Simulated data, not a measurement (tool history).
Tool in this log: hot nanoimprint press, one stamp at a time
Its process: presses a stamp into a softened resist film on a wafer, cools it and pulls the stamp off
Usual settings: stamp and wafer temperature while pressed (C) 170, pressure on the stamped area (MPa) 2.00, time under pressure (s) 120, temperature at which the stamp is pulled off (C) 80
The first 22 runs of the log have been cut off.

run,hour,stamp and wafer temperature while pressed (C),pressure on the stamped area (MPa),time under pressure (s),temperature at which the stamp is pulled off (C),resist left under the stamp's widest pad (nm),greatest force while the stamp is pulled off (N)
23,798.7,168,1.71,120,80,202.3,215
24,819.2,179,1.71,120,73,118.0,241
25,861.1,179,2.55,120,87,90.8,197
26,897.1,170,2.00,66,79,203.2,245
27,935.1,170,1.54,88,65,215.7,324
28,976.3,170,1.54,88,65,217.7,322
29,996.9,170,1.54,88,65,217.6,324
30,1028.9,170,2.00,120,78,169.1,274

What if the next run were any one of these 3? Each begins from the tool's condition after run 30:
# hour 1041.2: press's hydraulic seals changed and the load cell set to zero
A,1064.7,168,2.65,120,78,?,?
# hour 1041.2: press's hydraulic seals changed and the load cell set to zero
B,1064.7,170,1.78,120,80,?,?
# hour 1041.2: press's hydraulic seals changed and the load cell set to zero
C,1064.7,170,2.05,117,85,?,?

run,resist left under the stamp's widest pad (nm),greatest force while the stamp is pulled off (N)
A,158.0,291
B,181.7,266
C,169.3,240
With no hidden state in the tool, these same runs would have given:
run,resist left under the stamp's widest pad (nm),greatest force while the stamp is pulled off (N)
A,149.4,201
B,172.4,184
C,160.6,165
